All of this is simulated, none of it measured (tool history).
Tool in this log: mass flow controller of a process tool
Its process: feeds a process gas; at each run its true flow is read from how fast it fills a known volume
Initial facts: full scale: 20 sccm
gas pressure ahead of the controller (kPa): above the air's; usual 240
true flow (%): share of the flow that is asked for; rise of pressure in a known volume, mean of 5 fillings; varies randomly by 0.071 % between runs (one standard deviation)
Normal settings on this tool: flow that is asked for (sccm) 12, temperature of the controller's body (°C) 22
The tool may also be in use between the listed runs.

run    hour  flow that is asked for (sccm)  gas pressure ahead of the controller (kPa)  temperature of the controller's body (°C)  true flow (%)
  1       0                             12                                         240                                         22         100.08
  2   109.1                             12                                         240                                         22         100.31
  3   245.2                             12                                         240                                         32          99.87
  4   414.5                             12                                         240                                         22         100.24
  5   503.4                             12                                         240                                         22         100.44
  6   630.1                             12                                         240                                         24         100.34
  7   788.7                             12                                         240                                         24         100.43
  8   976.8                              3                                         240                                         33         100.03
  9  1092.7                             12                                         224                                         22         100.57
 10  1183.5                              4                                         147                                         26          99.89
 11  1353.5                              4                                         272                                         22         100.85
 12  1447.3                              4                                         272                                         27         100.66
 13  1538.7                             17                                         150                                         30         100.37

3 options for the next run, each taken on its own from the tool as it stands now. Forecast them:
  A  1631.7                              2                                         175                                         36              ?
  B  1631.7                             12                                         248                                         22              ?
  C  1631.7                             13                                         142                                         30              ?

run  true flow (%)
  A           99.9
  B         101.03
  C         100.19
With the hidden condition removed and each run's random variation left untouched, the same runs would have given:
run  true flow (%)
  A          99.06
  B         100.17
  C          99.33

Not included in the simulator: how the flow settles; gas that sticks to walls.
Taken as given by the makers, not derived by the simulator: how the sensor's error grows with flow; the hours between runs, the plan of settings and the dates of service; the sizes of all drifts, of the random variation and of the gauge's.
